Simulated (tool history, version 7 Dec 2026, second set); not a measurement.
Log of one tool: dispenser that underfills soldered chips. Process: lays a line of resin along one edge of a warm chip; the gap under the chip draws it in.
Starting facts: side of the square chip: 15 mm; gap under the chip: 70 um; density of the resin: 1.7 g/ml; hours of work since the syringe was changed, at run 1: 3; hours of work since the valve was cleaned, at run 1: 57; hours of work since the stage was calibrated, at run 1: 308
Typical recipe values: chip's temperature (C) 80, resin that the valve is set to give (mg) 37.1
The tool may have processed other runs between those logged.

run    day  chip's temperature (C)  resin that the valve is set to give (mg)  hours of work since the syringe was changed  hours of work since the valve was cleaned  hours of work since the stage was calibrated  time until the resin shows at the far edge (s)  resin that the valve gave (mg)
  1      0                      80                                      37.1                                            3                                         57                                           308                                           231.7                           35.99
      0.45  -- new syringe of resin
  2    0.5                      80                                      37.1                                            1                                         67                                           317                                           216.5                           35.69
  3  0.783                      80                                      37.1                                            6                                         72                                           323                                           267.3                           35.86
     1.058  -- new syringe of resin
  4  1.258                      80                                      37.1                                            4                                         81                                           332                                           239.6                           35.48
     1.679  -- new syringe of resin
  5  1.804                      80                                      37.1                                            2                                         91                                           342                                           224.2                           35.34
     2.104  -- dispensing valve cleaned and set on the balance
  6  2.133                      80                                      37.1                                            8                                          1                                           347                                           281.3                           37.02
     2.346  -- new syringe of resin
  7  2.617                      80                                      37.1                                            5                                          9                                           356                                           248.9                           36.86
     2.979  -- new syringe of resin
  8  3.158                      92                                      37.1                                            3                                         19                                           366                                           153.3                           36.84
  9  3.488                      92                                      37.1                                           10                                         26                                           372                                           201.7                           36.45
     3.588  -- new syringe of resin
 10  3.821                      80                                      38.4                                            4                                         32                                           378                                           250.3                           37.35
 11  4.104                      80                                      38.4                                           10                                         37                                           383                                             308                           37.61
     4.212  -- new syringe of resin
 12  4.371                      80                                      38.4                                            3                                         42                                           388                                           228.2                           37.54
     4.821  -- new syringe of resin
 13  4.862                      80                                      38.4                                            1                                         51                                           397                                           215.1                           37.38
 14  5.171                      80                                      38.4                                            7                                         57                                           403                                           272.2                           37.34
     5.442  -- new syringe of resin
 15  5.442                      80                                      38.4                                            0                                         62                                           408                                           205.2                           37.22
 16  5.938                      77                                      47.8                                            9                                         71                                           417                                           329.9                           45.43
     6.062  -- new syringe of resin
 17  6.504                      77                                      47.8                                            8                                         81                                           428                                           314.5                           45.77
     6.675  -- new syringe of resin
 18  6.804                      85                                      47.8                                            2                                         87                                           433                                           183.6                           45.45
 19  7.225                      76                                      47.7                                           10                                         95                                           441                                           360.8                           45.49
     7.275  -- new syringe of resin
     7.317  -- dispensing valve cleaned and set on the balance
 20  7.596                      66                                      47.7                                            5                                          5                                           447                                           431.6                           47.67
 21  7.879                      70                                        39                                           11                                         11                                           452                                           457.2                           38.68
     7.938  -- new syringe of resin
 22  8.333                      70                                        39                                            8                                         19                                           461                                           420.8                           38.63
     8.533  -- new syringe of resin
 23  8.896                      81                                        39                                            7                                         29                                           471                                           260.1                           38.66
     9.133  -- new syringe of resin
 24  9.392                      81                                        39                                            5                                         38                                           480                                           240.8                           38.49

Run 25 has not been measured yet. What should we expect?
     9.742  -- new syringe of resin
 25  9.767                      66                                      37.1                                            0                                         45                                           487                                               ?                               ?

time until the resin shows at the far edge (s): 375.2
resin that the valve gave (mg): 36.12
Minus the tool's unlogged condition, the same run would have read time until the resin shows at the far edge (s) 328.1, resin that the valve gave (mg) 36.98.
